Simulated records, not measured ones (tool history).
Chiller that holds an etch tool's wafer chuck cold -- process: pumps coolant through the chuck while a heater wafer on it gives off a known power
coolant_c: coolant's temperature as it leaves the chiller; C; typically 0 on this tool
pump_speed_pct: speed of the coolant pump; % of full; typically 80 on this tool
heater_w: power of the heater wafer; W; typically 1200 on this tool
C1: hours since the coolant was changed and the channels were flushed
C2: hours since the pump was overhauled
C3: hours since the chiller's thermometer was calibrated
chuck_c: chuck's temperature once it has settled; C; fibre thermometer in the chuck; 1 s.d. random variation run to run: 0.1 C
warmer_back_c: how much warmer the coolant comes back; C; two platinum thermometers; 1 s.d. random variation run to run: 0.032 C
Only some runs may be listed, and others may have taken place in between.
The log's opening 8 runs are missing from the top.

{"run": 9, "hour": 403.9, "coolant_c": 0, "pump_speed_pct": 89, "heater_w": 787, "C1": 6012, "C2": 2788, "C3": 2037, "chuck_c": 5.6, "warmer_back_c": 2.41}
{"run": 10, "hour": 472.5, "coolant_c": 0, "pump_speed_pct": 89, "heater_w": 787, "C1": 6081, "C2": 2857, "C3": 2106, "chuck_c": 5.6, "warmer_back_c": 2.41}
{"hour": 480.4, "done": "coolant pump overhauled"}
{"run": 11, "hour": 531.4, "coolant_c": 0, "pump_speed_pct": 80, "heater_w": 1200, "C1": 6135, "C2": 51, "C3": 2160, "chuck_c": 9.2, "warmer_back_c": 4.18}
{"run": 12, "hour": 572.5, "coolant_c": 0, "pump_speed_pct": 80, "heater_w": 1200, "C1": 6176, "C2": 92, "C3": 2201, "chuck_c": 9.2, "warmer_back_c": 4.13}
{"run": 13, "hour": 605.6, "coolant_c": 0, "pump_speed_pct": 80, "heater_w": 1200, "C1": 6209, "C2": 125, "C3": 2234, "chuck_c": 9.2, "warmer_back_c": 4.19}
{"run": 14, "hour": 635.1, "coolant_c": 0, "pump_speed_pct": 65, "heater_w": 1200, "C1": 6238, "C2": 155, "C3": 2263, "chuck_c": 10.9, "warmer_back_c": 5.21}
{"run": 15, "hour": 666.9, "coolant_c": 0, "pump_speed_pct": 91, "heater_w": 1200, "C1": 6270, "C2": 187, "C3": 2295, "chuck_c": 8.3, "warmer_back_c": 3.57}
{"hour": 724.9, "done": "coolant pump overhauled, once more"}
{"run": 16, "hour": 730.3, "coolant_c": 0, "pump_speed_pct": 91, "heater_w": 1200, "C1": 6329, "C2": 5, "C3": 2354, "chuck_c": 7.9, "warmer_back_c": 3.45}
{"run": 17, "hour": 784.8, "coolant_c": -10, "pump_speed_pct": 86, "heater_w": 1200, "C1": 6383, "C2": 60, "C3": 2408, "chuck_c": -1.7, "warmer_back_c": 3.69}
{"run": 18, "hour": 842.9, "coolant_c": -10, "pump_speed_pct": 86, "heater_w": 1063, "C1": 6441, "C2": 118, "C3": 2466, "chuck_c": -2.6, "warmer_back_c": 3.28}
{"run": 19, "hour": 911.3, "coolant_c": 7, "pump_speed_pct": 98, "heater_w": 1200, "C1": 6510, "C2": 186, "C3": 2535, "chuck_c": 14.5, "warmer_back_c": 3.21}
{"run": 20, "hour": 945.4, "coolant_c": 0, "pump_speed_pct": 83, "heater_w": 1200, "C1": 6544, "C2": 221, "C3": 2569, "chuck_c": 8.8, "warmer_back_c": 3.79}
{"run": 21, "hour": 1003.3, "coolant_c": 0, "pump_speed_pct": 86, "heater_w": 1141, "C1": 6602, "C2": 278, "C3": 2627, "chuck_c": 8, "warmer_back_c": 3.53}
{"run": 22, "hour": 1046.7, "coolant_c": 0, "pump_speed_pct": 86, "heater_w": 1141, "C1": 6645, "C2": 322, "C3": 2670, "chuck_c": 8.1, "warmer_back_c": 3.48}
{"run": 23, "hour": 1099.6, "coolant_c": 9, "pump_speed_pct": 80, "heater_w": 1181, "C1": 6698, "C2": 375, "C3": 2723, "chuck_c": 17.8, "warmer_back_c": 3.87}
{"run": 24, "hour": 1144.0, "coolant_c": 0, "pump_speed_pct": 62, "heater_w": 1200, "C1": 6742, "C2": 419, "C3": 2767, "chuck_c": 11.2, "warmer_back_c": 5.17}
{"run": 25, "hour": 1197.7, "coolant_c": 0, "pump_speed_pct": 62, "heater_w": 1200, "C1": 6796, "C2": 473, "C3": 2821, "chuck_c": 11, "warmer_back_c": 5.17}
{"run": 26, "hour": 1239.1, "coolant_c": -1, "pump_speed_pct": 80, "heater_w": 610, "C1": 6837, "C2": 514, "C3": 2862, "chuck_c": 4, "warmer_back_c": 2}
{"run": 27, "hour": 1293.2, "coolant_c": 2, "pump_speed_pct": 80, "heater_w": 1198, "C1": 6891, "C2": 568, "C3": 2916, "chuck_c": 11.1, "warmer_back_c": 3.94}
{"run": 28, "hour": 1323.2, "coolant_c": 2, "pump_speed_pct": 80, "heater_w": 1198, "C1": 6922, "C2": 598, "C3": 2946, "chuck_c": 11, "warmer_back_c": 4.01}
{"run": 29, "hour": 1361.6, "coolant_c": -8, "pump_speed_pct": 99, "heater_w": 1605, "C1": 6960, "C2": 637, "C3": 2985, "chuck_c": 2, "warmer_back_c": 4.24}
{"hour": 1416.1, "done": "chiller's thermometer calibrated"}
{"run": 30, "hour": 1426.4, "coolant_c": 0, "pump_speed_pct": 80, "heater_w": 627, "C1": 7024, "C2": 700, "C3": 10, "chuck_c": 4.5, "warmer_back_c": 2.06}
{"run": 31, "hour": 1477.2, "coolant_c": 0, "pump_speed_pct": 80, "heater_w": 627, "C1": 7075, "C2": 751, "C3": 61, "chuck_c": 4.5, "warmer_back_c": 2.07}

Branching from run 31: 3 alternative next runs. What would each branch give?
{"run": "A", "hour": 1513.7, "coolant_c": -10, "pump_speed_pct": 93, "heater_w": 1200, "C1": 7111, "C2": 788, "C3": 98, "chuck_c": "?", "warmer_back_c": "?"}
{"run": "B", "hour": 1513.7, "coolant_c": 0, "pump_speed_pct": 80, "heater_w": 1066, "C1": 7111, "C2": 788, "C3": 98, "chuck_c": "?", "warmer_back_c": "?"}
{"run": "C", "hour": 1513.7, "coolant_c": 9, "pump_speed_pct": 80, "heater_w": 636, "C1": 7111, "C2": 788, "C3": 98, "chuck_c": "?", "warmer_back_c": "?"}

run=A chuck_c=-2.4 warmer_back_c=3.34
run=B chuck_c=7.8 warmer_back_c=3.55
run=C chuck_c=13.8 warmer_back_c=2.12
Without the tool's unlogged condition, the same runs would have read:
run=A chuck_c=-3.1 warmer_back_c=3.31
run=B chuck_c=7.1 warmer_back_c=3.52
run=C chuck_c=13.4 warmer_back_c=2.1

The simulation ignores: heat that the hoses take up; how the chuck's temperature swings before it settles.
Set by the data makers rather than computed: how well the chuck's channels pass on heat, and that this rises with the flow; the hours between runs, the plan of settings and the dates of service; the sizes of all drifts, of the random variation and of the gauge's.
